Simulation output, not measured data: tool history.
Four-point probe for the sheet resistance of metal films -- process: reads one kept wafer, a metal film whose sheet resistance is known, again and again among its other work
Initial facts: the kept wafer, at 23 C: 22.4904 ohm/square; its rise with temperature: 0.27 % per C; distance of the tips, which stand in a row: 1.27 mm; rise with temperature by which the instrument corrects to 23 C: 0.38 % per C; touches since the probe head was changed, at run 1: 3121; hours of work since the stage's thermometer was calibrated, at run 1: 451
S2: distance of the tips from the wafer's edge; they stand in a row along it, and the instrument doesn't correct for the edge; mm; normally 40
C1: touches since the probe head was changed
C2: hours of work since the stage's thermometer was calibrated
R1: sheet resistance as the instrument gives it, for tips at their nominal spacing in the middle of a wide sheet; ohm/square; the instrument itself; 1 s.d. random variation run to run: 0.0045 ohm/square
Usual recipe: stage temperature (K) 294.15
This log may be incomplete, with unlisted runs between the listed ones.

{"run": 1, "day": 0.0, "stage temperature (K)": 294.15, "S2": 40, "C1": 3121, "C2": 451, "R1": 22.55377}
{"run": 2, "day": 0.633, "stage temperature (K)": 293.15, "S2": 40, "C1": 3322, "C2": 458, "R1": 22.582193}
{"run": 3, "day": 1.179, "stage temperature (K)": 293.15, "S2": 40, "C1": 3495, "C2": 464, "R1": 22.571995}
{"run": 4, "day": 1.546, "stage temperature (K)": 293.15, "S2": 40, "C1": 3611, "C2": 467, "R1": 22.573988}
{"run": 5, "day": 2.083, "stage temperature (K)": 293.15, "S2": 40, "C1": 3780, "C2": 473, "R1": 22.578061}
{"run": 6, "day": 2.792, "stage temperature (K)": 293.15, "S2": 40, "C1": 4005, "C2": 480, "R1": 22.577918}
{"run": 7, "day": 3.417, "stage temperature (K)": 293.15, "S2": 40, "C1": 4203, "C2": 487, "R1": 22.575179}
{"run": 8, "day": 3.875, "stage temperature (K)": 293.15, "S2": 40, "C1": 4348, "C2": 492, "R1": 22.570573}
{"run": 9, "day": 4.504, "stage temperature (K)": 293.15, "S2": 40, "C1": 4547, "C2": 498, "R1": 22.575242}
{"run": 10, "day": 4.938, "stage temperature (K)": 293.15, "S2": 40, "C1": 4684, "C2": 503, "R1": 22.573318}
{"run": 11, "day": 5.638, "stage temperature (K)": 293.15, "S2": 40, "C1": 4906, "C2": 510, "R1": 22.572057}
{"run": 12, "day": 6.246, "stage temperature (K)": 294.15, "S2": 40, "C1": 5098, "C2": 516, "R1": 22.542969}
{"run": 13, "day": 6.779, "stage temperature (K)": 294.15, "S2": 40, "C1": 5267, "C2": 522, "R1": 22.556289}
{"run": 14, "day": 7.321, "stage temperature (K)": 294.15, "S2": 40, "C1": 5439, "C2": 527, "R1": 22.555597}
{"run": 15, "day": 7.725, "stage temperature (K)": 294.15, "S2": 40, "C1": 5566, "C2": 532, "R1": 22.554606}
{"run": 16, "day": 8.242, "stage temperature (K)": 294.15, "S2": 40, "C1": 5730, "C2": 537, "R1": 22.550436}
{"run": 17, "day": 8.883, "stage temperature (K)": 296.15, "S2": 40, "C1": 5933, "C2": 544, "R1": 22.499091}
{"run": 18, "day": 9.312, "stage temperature (K)": 296.15, "S2": 40, "C1": 6068, "C2": 548, "R1": 22.504037}
{"run": 19, "day": 9.946, "stage temperature (K)": 296.15, "S2": 40, "C1": 6270, "C2": 555, "R1": 22.502081}
{"run": 20, "day": 10.538, "stage temperature (K)": 296.15, "S2": 40, "C1": 6456, "C2": 561, "R1": 22.495129}
{"run": 21, "day": 10.938, "stage temperature (K)": 294.15, "S2": 40, "C1": 6583, "C2": 565, "R1": 22.546406}
{"run": 22, "day": 11.367, "stage temperature (K)": 294.15, "S2": 40, "C1": 6718, "C2": 570, "R1": 22.560649}
{"run": 23, "day": 11.796, "stage temperature (K)": 294.15, "S2": 40, "C1": 6855, "C2": 574, "R1": 22.55283}
{"run": 24, "day": 12.258, "stage temperature (K)": 297.15, "S2": 5, "C1": 7000, "C2": 579, "R1": 23.22139}
{"run": 25, "day": 12.688, "stage temperature (K)": 291.15, "S2": 24, "C1": 7136, "C2": 583, "R1": 22.644037}
{"run": 26, "day": 13.346, "stage temperature (K)": 301.15, "S2": 9, "C1": 7345, "C2": 590, "R1": 22.615593}
{"run": 27, "day": 13.875, "stage temperature (K)": 296.15, "S2": 9, "C1": 7512, "C2": 596, "R1": 22.724092}
{"run": 28, "day": 14.417, "stage temperature (K)": 303.15, "S2": 28, "C1": 7684, "C2": 601, "R1": 22.356401}
{"run": 29, "day": 14.758, "stage temperature (K)": 297.15, "S2": 15, "C1": 7791, "C2": 605, "R1": 22.554991}
{"run": 30, "day": 15.058, "stage temperature (K)": 291.15, "S2": 12, "C1": 7887, "C2": 608, "R1": 22.74715}
{"run": 31, "day": 15.562, "stage temperature (K)": 291.15, "S2": 12, "C1": 8046, "C2": 613, "R1": 22.749973}
{"run": 32, "day": 15.904, "stage temperature (K)": 301.15, "S2": 3, "C1": 8154, "C2": 617, "R1": 24.329467}
{"run": 33, "day": 16.496, "stage temperature (K)": 301.15, "S2": 3, "C1": 8342, "C2": 623, "R1": 24.321738}
{"run": 34, "day": 17.033, "stage temperature (K)": 305.15, "S2": 40, "C1": 8512, "C2": 629, "R1": 22.297451}
{"run": 35, "day": 17.675, "stage temperature (K)": 305.15, "S2": 40, "C1": 8714, "C2": 635, "R1": 22.292215}
{"run": 36, "day": 18.346, "stage temperature (K)": 307.15, "S2": 46, "C1": 8927, "C2": 642, "R1": 22.246469}

Run 37 has not been measured yet. What should we expect?
{"run": 37, "day": 19.062, "stage temperature (K)": 304.15, "S2": 18, "C1": 9153, "C2": 650, "R1": "?"}

{"run 37": {"R1": 22.363363}}
On a tool with no hidden condition, and with the same random variation, this run would have come out at R1 22.363057 ohm/square.
